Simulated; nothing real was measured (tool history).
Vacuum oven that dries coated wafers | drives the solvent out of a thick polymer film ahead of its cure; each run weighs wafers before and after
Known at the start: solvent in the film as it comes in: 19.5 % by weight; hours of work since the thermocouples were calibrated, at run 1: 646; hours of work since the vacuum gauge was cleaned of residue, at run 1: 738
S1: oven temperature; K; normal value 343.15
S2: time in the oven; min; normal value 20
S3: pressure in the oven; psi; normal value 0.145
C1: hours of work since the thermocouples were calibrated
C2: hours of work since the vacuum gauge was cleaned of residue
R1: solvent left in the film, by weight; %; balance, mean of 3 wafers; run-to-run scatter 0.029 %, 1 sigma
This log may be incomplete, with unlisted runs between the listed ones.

Run 1, hour 0: usual settings; C1 646; C2 738. Result: R1 1.85 %.
Run 2, hour 31: usual settings; C1 664; C2 756. Result: R1 1.81 %.
Run 3, hour 70.9: usual settings; C1 687; C2 780. Result: R1 1.84 %.
Run 4, hour 94.7: usual settings but S2 31 min; C1 702; C2 794. Result: R1 0.9 %.
Run 5, hour 133.1: usual settings but S2 31 min; C1 724; C2 816. Result: R1 0.88 %.
Run 6, hour 164.4: usual settings but S2 31 min; C1 743; C2 835. Result: R1 0.9 %.
Run 7, hour 181.1: usual settings but S1 344.15 K; C1 753; C2 845. Result: R1 1.6 %.
Run 8, hour 199: usual settings but S1 342.15 K, S2 29 min, S3 0.239 psi; C1 763; C2 855. Result: R1 1.41 %.
Run 9, hour 231.1: usual settings but S1 357.15 K, S2 36 min, S3 0.154 psi; C1 782; C2 874. Result: R1 0.33 %.
Run 10, hour 261.2: usual settings but S1 333.15 K, S2 13 min, S3 0.154 psi; C1 800; C2 892. Result: R1 7.89 %.

Below, each run's measurement less what the same run would have read without the hidden state. Both values contain the same run-to-run variation, but the gauge's scatter may not be the same in both:
Hidden state present: true wafer temperature over the reading, C; true pressure over the reading, kPa; drift of the gauge itself on solvent_pct, %.
run     R1
  1  -0.06
  2  -0.07
  3  -0.06
  4  +0.03
  5  +0.03
  6  +0.03
  7  -0.06
  8     +0
  9  +0.06
 10  -0.21
